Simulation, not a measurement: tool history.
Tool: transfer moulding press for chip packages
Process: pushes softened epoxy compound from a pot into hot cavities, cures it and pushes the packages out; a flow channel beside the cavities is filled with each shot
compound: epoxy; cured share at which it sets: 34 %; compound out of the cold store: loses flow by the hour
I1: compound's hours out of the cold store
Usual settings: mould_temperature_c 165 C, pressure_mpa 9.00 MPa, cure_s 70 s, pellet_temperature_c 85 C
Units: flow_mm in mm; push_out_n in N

Run 1, hour 0.0: usual settings; I1 31.2. Result: flow_mm 853 mm, push_out_n 394 N.
At hour 17.8: cavities cleaned with cleaning compound and waxed.
At hour 53.3: cavities cleaned with cleaning compound and waxed.
Run 2, hour 60.9: usual settings; I1 15.3. Result: flow_mm 913 mm, push_out_n 404 N.
At hour 91.1: cavities cleaned with cleaning compound and waxed.
Run 3, hour 113.4: usual settings; I1 32.0. Result: flow_mm 824 mm, push_out_n 426 N.
At hour 127.6: cavities cleaned with cleaning compound and waxed.
At hour 160.2: cavities cleaned with cleaning compound and waxed.
Run 4, hour 188.0: usual settings; I1 33.2. Result: flow_mm 805 mm, push_out_n 440 N.
At hour 194.5: cavities cleaned with cleaning compound and waxed.
At hour 230.7: plunger's sealing rings changed.
At hour 232.2: cavities cleaned with cleaning compound and waxed.
Run 5, hour 261.2: usual settings; I1 22.9. Result: flow_mm 916 mm, push_out_n 476 N.
At hour 266.3: cavities cleaned with cleaning compound and waxed.
At hour 301.5: cavities cleaned with cleaning compound and waxed.
At hour 336.2: cavities cleaned with cleaning compound and waxed.
Run 6, hour 336.8: usual settings but pressure_mpa 7.94 MPa; I1 46.9. Result: flow_mm 733 mm, push_out_n 331 N.
At hour 368.6: cavities cleaned with cleaning compound and waxed.
At hour 405.4: cavities cleaned with cleaning compound and waxed.
Run 7, hour 408.5: usual settings but pressure_mpa 7.94 MPa; I1 11.4. Result: flow_mm 864 mm, push_out_n 412 N.
At hour 441.6: cavities cleaned with cleaning compound and waxed.
Run 8, hour 454.7: usual settings; I1 36.2. Result: flow_mm 809 mm, push_out_n 393 N.
At hour 475.8: cavities cleaned with cleaning compound and waxed.
At hour 507.8: cavities cleaned with cleaning compound and waxed.
Run 9, hour 507.8: usual settings; I1 25.4. Result: flow_mm 844 mm, push_out_n 357 N.
At hour 540.7: cavities cleaned with cleaning compound and waxed.
Run 10, hour 543.1: usual settings; I1 27.8. Result: flow_mm 830 mm, push_out_n 378 N.
At hour 568.6: plunger's sealing rings changed.
At hour 576.6: cavities cleaned with cleaning compound and waxed.
Run 11, hour 592.3: usual settings; I1 43.4. Result: flow_mm 816 mm, push_out_n 408 N.
At hour 609.1: cavities cleaned with cleaning compound and waxed.
At hour 647.0: cavities cleaned with cleaning compound and waxed.
Run 12, hour 666.0: usual settings; I1 47.2. Result: flow_mm 786 mm, push_out_n 426 N.
At hour 679.8: cavities cleaned with cleaning compound and waxed.
Run 13, hour 707.5: usual settings but mould_temperature_c 172 C, cure_s 61 s; I1 21.2. Result: flow_mm 870 mm, push_out_n 425 N.
At hour 713.5: cavities cleaned with cleaning compound and waxed.
At hour 746.1: cavities cleaned with cleaning compound and waxed.
Run 14, hour 748.3: usual settings but pressure_mpa 10.08 MPa; I1 24.7. Result: flow_mm 897 mm, push_out_n 375 N.
At hour 780.1: cavities cleaned with cleaning compound and waxed.
At hour 789.3: mould's thermocouples calibrated.
At hour 814.0: cavities cleaned with cleaning compound and waxed.
Run 15, hour 814.0: usual settings but pressure_mpa 10.08 MPa, cure_s 93 s; I1 16.2. Result: flow_mm 949 mm, push_out_n 195 N.
At hour 849.2: cavities cleaned with cleaning compound and waxed.
Run 16, hour 867.1: usual settings but mould_temperature_c 173 C, pressure_mpa 7.21 MPa, cure_s 51 s, pellet_temperature_c 87 C; I1 16.4. Result: flow_mm 764 mm, push_out_n 551 N.
At hour 885.5: cavities cleaned with cleaning compound and waxed.
At hour 909.6: plunger's sealing rings changed.
At hour 925.1: cavities cleaned with cleaning compound and waxed.
Run 17, hour 940.3: usual settings but mould_temperature_c 173 C, pressure_mpa 7.21 MPa, cure_s 51 s, pellet_temperature_c 87 C; I1 39.3. Result: flow_mm 721 mm, push_out_n 518 N.
At hour 960.9: cavities cleaned with cleaning compound and waxed.
Run 18, hour 984.1: usual settings but mould_temperature_c 160 C, pressure_mpa 7.21 MPa, cure_s 51 s, pellet_temperature_c 84 C; I1 9.9. Result: flow_mm 858 mm, push_out_n 1088 N.
At hour 993.9: cavities cleaned with cleaning compound and waxed.
At hour 1031.5: cavities cleaned with cleaning compound and waxed.
Run 19, hour 1043.1: usual settings but mould_temperature_c 160 C, pressure_mpa 7.21 MPa, cure_s 51 s, pellet_temperature_c 84 C; I1 34.5. Result: flow_mm 755 mm, push_out_n 931 N.
At hour 1064.4: cavities cleaned with cleaning compound and waxed.
Run 20, hour 1081.6: usual settings but mould_temperature_c 164 C; I1 44.7. Result: flow_mm 782 mm, push_out_n 406 N.
At hour 1099.4: cavities cleaned with cleaning compound and waxed.
At hour 1133.3: cavities cleaned with cleaning compound and waxed.
Run 21, hour 1136.8: usual settings but pressure_mpa 10.49 MPa, cure_s 64 s; I1 18.7. Result: flow_mm 946 mm, push_out_n 466 N.
At hour 1168.2: cavities cleaned with cleaning compound and waxed.
At hour 1201.6: cavities cleaned with cleaning compound and waxed.
Run 22, hour 1201.6: usual settings but mould_temperature_c 168 C, pellet_temperature_c 84 C; I1 47.7. Result: flow_mm 737 mm, push_out_n 272 N.
At hour 1236.8: cavities cleaned with cleaning compound and waxed.
Run 23, hour 1239.0: usual settings but mould_temperature_c 168 C, pressure_mpa 7.36 MPa, cure_s 65 s, pellet_temperature_c 84 C; I1 27.5. Result: flow_mm 730 mm, push_out_n 363 N.

Forecast each of these 4 alternatives for the next run:
At hour 1246.1: plunger's sealing rings changed.
At hour 1272.7: cavities cleaned with cleaning compound and waxed.
Run A, hour 1277.9: usual settings but mould_temperature_c 158 C, pressure_mpa 7.54 MPa, cure_s 65 s, pellet_temperature_c 87 C; I1 10.3. Result: flow_mm ?, push_out_n ?.
At hour 1246.1: plunger's sealing rings changed.
At hour 1272.7: cavities cleaned with cleaning compound and waxed.
Run B, hour 1277.9: usual settings but mould_temperature_c 171 C; I1 33.0. Result: flow_mm ?, push_out_n ?.
At hour 1246.1: plunger's sealing rings changed.
At hour 1272.7: cavities cleaned with cleaning compound and waxed.
Run C, hour 1277.9: usual settings but pressure_mpa 8.13 MPa, pellet_temperature_c 83 C; I1 17.4. Result: flow_mm ?, push_out_n ?.
At hour 1246.1: plunger's sealing rings changed.
At hour 1272.7: cavities cleaned with cleaning compound and waxed.
Run D, hour 1277.9: usual settings but mould_temperature_c 159 C, cure_s 73 s, pellet_temperature_c 80 C; I1 39.9. Result: flow_mm ?, push_out_n ?.

run  flow_mm  push_out_n
  A      900         743
  B      833         249
  C      884         380
  D      861         483
Without the tool's hidden state the same runs would have given:
run  flow_mm  push_out_n
  A      905         661
  B      838         222
  C      889         332
  D      866         423
